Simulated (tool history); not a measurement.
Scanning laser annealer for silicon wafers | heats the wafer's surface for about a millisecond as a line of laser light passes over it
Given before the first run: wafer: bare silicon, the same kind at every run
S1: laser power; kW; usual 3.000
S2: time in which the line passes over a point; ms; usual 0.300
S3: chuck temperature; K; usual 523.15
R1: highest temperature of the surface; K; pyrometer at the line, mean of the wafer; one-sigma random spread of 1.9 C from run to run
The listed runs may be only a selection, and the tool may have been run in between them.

run,day,S1,S2,S3,R1
1,0.000,3.000,0.300,523.15,1337.15
2,2.946,3.000,0.348,523.15,1387.15
# day 3.362: window over the wafer cleaned
3,5.562,3.000,0.348,523.15,1374.15
4,8.933,3.000,0.348,523.15,1373.15
# day 10.117: window over the wafer cleaned, once more
5,11.700,2.832,0.300,523.15,1307.15
6,15.242,2.832,0.300,523.15,1311.15
7,17.725,3.000,0.300,523.15,1354.15
8,19.429,3.000,0.300,523.15,1354.15
9,22.817,3.000,0.300,518.15,1347.15
10,24.983,3.000,0.300,518.15,1345.15
11,28.421,3.210,0.300,523.15,1404.15
12,30.208,3.000,0.311,523.15,1363.15
13,31.938,3.000,0.311,523.15,1358.15
14,35.279,3.000,0.293,523.15,1335.15
15,38.750,3.000,0.293,523.15,1334.15
16,42.192,3.000,0.300,523.15,1339.15
17,45.688,2.783,0.284,524.15,1259.15
18,48.975,2.644,0.300,546.15,1259.15
19,52.583,3.264,0.239,523.15,1324.15
20,54.342,3.264,0.239,523.15,1320.15
21,58.125,3.264,0.239,523.15,1323.15
# day 60.321: window over the wafer cleaned
22,60.642,3.100,0.215,499.15,1246.15
23,63.296,3.295,0.349,513.15,1482.15
24,65.071,3.000,0.300,528.15,1355.15
25,67.683,2.880,0.248,486.15,1213.15
26,70.733,2.880,0.368,508.15,1369.15
27,74.050,2.734,0.368,490.15,1303.15
# day 74.838: optics aligned, line set to its width
28,76.879,2.592,0.368,490.15,1264.15
29,79.650,2.827,0.368,523.15,1368.15
30,81.704,2.827,0.368,523.15,1366.15
31,84.608,2.827,0.368,523.15,1363.15
32,86.275,3.062,0.300,523.15,1361.15

Predict each of these 4 candidate next runs independently; none follows another, all start after run 32:
A,89.325,3.062,0.375,523.15,?
B,89.325,3.000,0.377,558.15,?
C,89.325,2.672,0.300,523.15,?
D,89.325,2.671,0.297,522.15,?

run,R1
A,1441.15
B,1458.15
C,1249.15
D,1243.15
Without the tool's hidden state the same runs would have given:
run,R1
A,1468.15
B,1485.15
C,1271.15
D,1265.15

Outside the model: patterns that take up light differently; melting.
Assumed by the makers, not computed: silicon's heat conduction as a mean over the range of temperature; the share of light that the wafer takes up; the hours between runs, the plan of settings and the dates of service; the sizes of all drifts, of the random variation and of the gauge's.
